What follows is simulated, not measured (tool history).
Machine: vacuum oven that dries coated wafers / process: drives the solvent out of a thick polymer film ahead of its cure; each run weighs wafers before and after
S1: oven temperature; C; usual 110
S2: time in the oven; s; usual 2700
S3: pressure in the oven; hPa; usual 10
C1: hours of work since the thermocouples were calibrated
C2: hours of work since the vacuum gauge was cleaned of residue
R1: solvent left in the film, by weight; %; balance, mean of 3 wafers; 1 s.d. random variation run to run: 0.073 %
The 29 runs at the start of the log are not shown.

run,hour,S1,S2,S3,C1,C2,R1
30,589.8,114,2700,8.2,1458,545,5.19
31,603.5,116,1380,8.2,1469,556,8.48
32,617.2,116,1380,8.2,1480,567,8.45
33,636.2,116,1860,8.2,1495,582,6.65
34,649.3,116,1860,8.2,1506,592,6.81
35,667.4,124,2280,12.7,1520,606,4.45
36,680,103,1740,36.9,1530,617,14.96
37,694.5,103,1740,36.9,1542,628,14.6
38,719.4,103,1740,36.9,1562,648,14.79
39,733.7,103,1740,36.9,1573,659,14.56
40,748.3,96,3000,36.9,1585,671,16.22
41,767.4,110,1680,10,1600,686,9.33
42,788.3,110,4140,7.9,1617,703,4.13
43,814.4,110,4140,7.9,1637,724,4.17
44,828,111,2280,5.7,1648,734,6.7
45,849.3,118,1320,13.5,1665,751,8.88
46,878.5,111,3900,37.4,1688,775,9.6

3 ways to go on from here, each from the tool as it stands after run 46. What would each give?
A,907.8,115,1620,17.4,1712,798,?
B,907.8,104,1680,10,1712,798,?
C,907.8,103,2220,6.9,1712,798,?

run,R1
A,9.14
B,10.74
C,9.32
Had the tool no hidden state, the same runs would have come out as:
run,R1
A,7.82
B,9.4
C,7.84
